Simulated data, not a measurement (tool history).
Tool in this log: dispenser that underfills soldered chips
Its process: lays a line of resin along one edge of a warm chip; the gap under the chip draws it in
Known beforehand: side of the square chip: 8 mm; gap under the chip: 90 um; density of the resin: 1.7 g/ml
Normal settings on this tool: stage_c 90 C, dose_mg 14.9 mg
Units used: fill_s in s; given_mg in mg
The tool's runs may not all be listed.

run 1 hour=0.0 | stage_c=90 dose_mg=14.9 | fill_s=36.3 given_mg=14.74
run 2 hour=4.4 | stage_c=90 dose_mg=14.9 | fill_s=40.4 given_mg=14.56
-- hour=5.1 new syringe of resin
run 3 hour=8.3 | stage_c=90 dose_mg=14.9 | fill_s=30.4 given_mg=14.56
run 4 hour=14.3 | stage_c=90 dose_mg=14.9 | fill_s=36.8 given_mg=14.60
-- hour=19.0 new syringe of resin
run 5 hour=19.4 | stage_c=90 dose_mg=14.6 | fill_s=28.9 given_mg=14.27
run 6 hour=27.6 | stage_c=90 dose_mg=14.6 | fill_s=36.8 given_mg=14.37
-- hour=32.4 new syringe of resin
run 7 hour=36.1 | stage_c=90 dose_mg=14.6 | fill_s=31.9 given_mg=14.34
run 8 hour=44.1 | stage_c=90 dose_mg=14.6 | fill_s=39.1 given_mg=14.13
-- hour=46.0 new syringe of resin
run 9 hour=52.3 | stage_c=90 dose_mg=14.6 | fill_s=34.3 given_mg=14.11
run 10 hour=58.1 | stage_c=90 dose_mg=16.7 | fill_s=38.7 given_mg=15.95
-- hour=59.6 new syringe of resin
run 11 hour=64.8 | stage_c=90 dose_mg=16.7 | fill_s=32.1 given_mg=16.02
run 12 hour=72.4 | stage_c=90 dose_mg=16.7 | fill_s=40.2 given_mg=16.03
-- hour=73.4 new syringe of resin
run 13 hour=81.0 | stage_c=90 dose_mg=16.7 | fill_s=35.1 given_mg=15.80
-- hour=86.8 new syringe of resin
run 14 hour=87.1 | stage_c=90 dose_mg=16.7 | fill_s=28.0 given_mg=15.99
run 15 hour=94.7 | stage_c=90 dose_mg=16.7 | fill_s=35.0 given_mg=15.49
-- hour=98.3 dispensing valve cleaned and set on the balance
-- hour=101.2 new syringe of resin
run 16 hour=102.1 | stage_c=105 dose_mg=14.9 | fill_s=19.2 given_mg=14.90
run 17 hour=105.8 | stage_c=77 dose_mg=14.9 | fill_s=45.3 given_mg=14.70
run 18 hour=111.4 | stage_c=90 dose_mg=13.5 | fill_s=36.9 given_mg=13.35
-- hour=114.7 new syringe of resin
run 19 hour=118.2 | stage_c=90 dose_mg=13.5 | fill_s=31.7 given_mg=13.25
run 20 hour=124.2 | stage_c=88 dose_mg=15.7 | fill_s=38.6 given_mg=15.26
-- hour=128.2 new syringe of resin
run 21 hour=128.4 | stage_c=101 dose_mg=13.2 | fill_s=22.0 given_mg=12.98
run 22 hour=133.6 | stage_c=85 dose_mg=13.5 | fill_s=37.7 given_mg=13.33
-- hour=141.7 new syringe of resin
run 23 hour=142.5 | stage_c=103 dose_mg=13.5 | fill_s=21.5 given_mg=13.08

Estimate the outcome of run 24 from the log above:
run 24 hour=149.8 | stage_c=103 dose_mg=13.5 | fill_s=? given_mg=?

{"run 24": {"fill_s": 25.8, "given_mg": 13.1}}
Take away the tool's hidden state, keep the run-to-run variation as it was, and the same run would have given fill_s 20.9 s, given_mg 13.48 mg.
